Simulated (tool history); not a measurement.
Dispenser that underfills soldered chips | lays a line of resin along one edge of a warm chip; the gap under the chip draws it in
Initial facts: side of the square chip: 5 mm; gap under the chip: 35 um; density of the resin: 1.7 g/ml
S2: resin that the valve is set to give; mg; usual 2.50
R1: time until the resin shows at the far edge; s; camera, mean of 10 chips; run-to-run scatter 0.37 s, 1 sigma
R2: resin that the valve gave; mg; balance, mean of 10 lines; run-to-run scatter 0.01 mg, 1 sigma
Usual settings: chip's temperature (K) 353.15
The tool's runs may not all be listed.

run 1 hour=0.0 | chip's_temperature_(K)=353.15 S2=2.50 | R1=33.8 R2=2.26
-- hour=0.8 new syringe of resin
run 2 hour=8.6 | chip's_temperature_(K)=353.15 S2=2.50 | R1=27.5 R2=2.27
-- hour=14.1 new syringe of resin
-- hour=16.2 dispensing valve cleaned and set on the balance
run 3 hour=18.2 | chip's_temperature_(K)=353.15 S2=2.56 | R1=22.3 R2=2.57
run 4 hour=24.9 | chip's_temperature_(K)=353.15 S2=2.90 | R1=29.5 R2=2.88
-- hour=28.4 new syringe of resin
run 5 hour=36.7 | chip's_temperature_(K)=353.15 S2=2.90 | R1=28.4 R2=2.87
-- hour=41.4 new syringe of resin
run 6 hour=47.3 | chip's_temperature_(K)=353.15 S2=2.90 | R1=25.0 R2=2.86
-- hour=54.6 new syringe of resin
run 7 hour=57.0 | chip's_temperature_(K)=353.15 S2=2.90 | R1=21.5 R2=2.84
run 8 hour=64.0 | chip's_temperature_(K)=360.15 S2=2.66 | R1=20.9 R2=2.60
-- hour=68.1 new syringe of resin
run 9 hour=72.0 | chip's_temperature_(K)=345.15 S2=2.48 | R1=34.5 R2=2.41
run 10 hour=79.5 | chip's_temperature_(K)=350.15 S2=2.68 | R1=36.9 R2=2.58
-- hour=81.8 new syringe of resin
run 11 hour=91.3 | chip's_temperature_(K)=349.15 S2=2.50 | R1=36.6 R2=2.40
-- hour=95.4 new syringe of resin
run 12 hour=98.4 | chip's_temperature_(K)=358.15 S2=2.50 | R1=17.3 R2=2.40

Forecast each of these 3 alternatives for the next run:
run A hour=103.2 | chip's_temperature_(K)=345.15 S2=2.50 | R1=? R2=?
run B hour=103.2 | chip's_temperature_(K)=362.15 S2=2.64 | R1=? R2=?
run C hour=103.2 | chip's_temperature_(K)=344.15 S2=2.80 | R1=? R2=?

run=A R1=39.7 R2=2.40
run=B R1=18.6 R2=2.53
run=C R1=41.8 R2=2.67
Without the tool's hidden state the same runs would have given:
run=A R1=30.9 R2=2.51
run=B R1=14.4 R2=2.64
run=C R1=32.6 R2=2.79

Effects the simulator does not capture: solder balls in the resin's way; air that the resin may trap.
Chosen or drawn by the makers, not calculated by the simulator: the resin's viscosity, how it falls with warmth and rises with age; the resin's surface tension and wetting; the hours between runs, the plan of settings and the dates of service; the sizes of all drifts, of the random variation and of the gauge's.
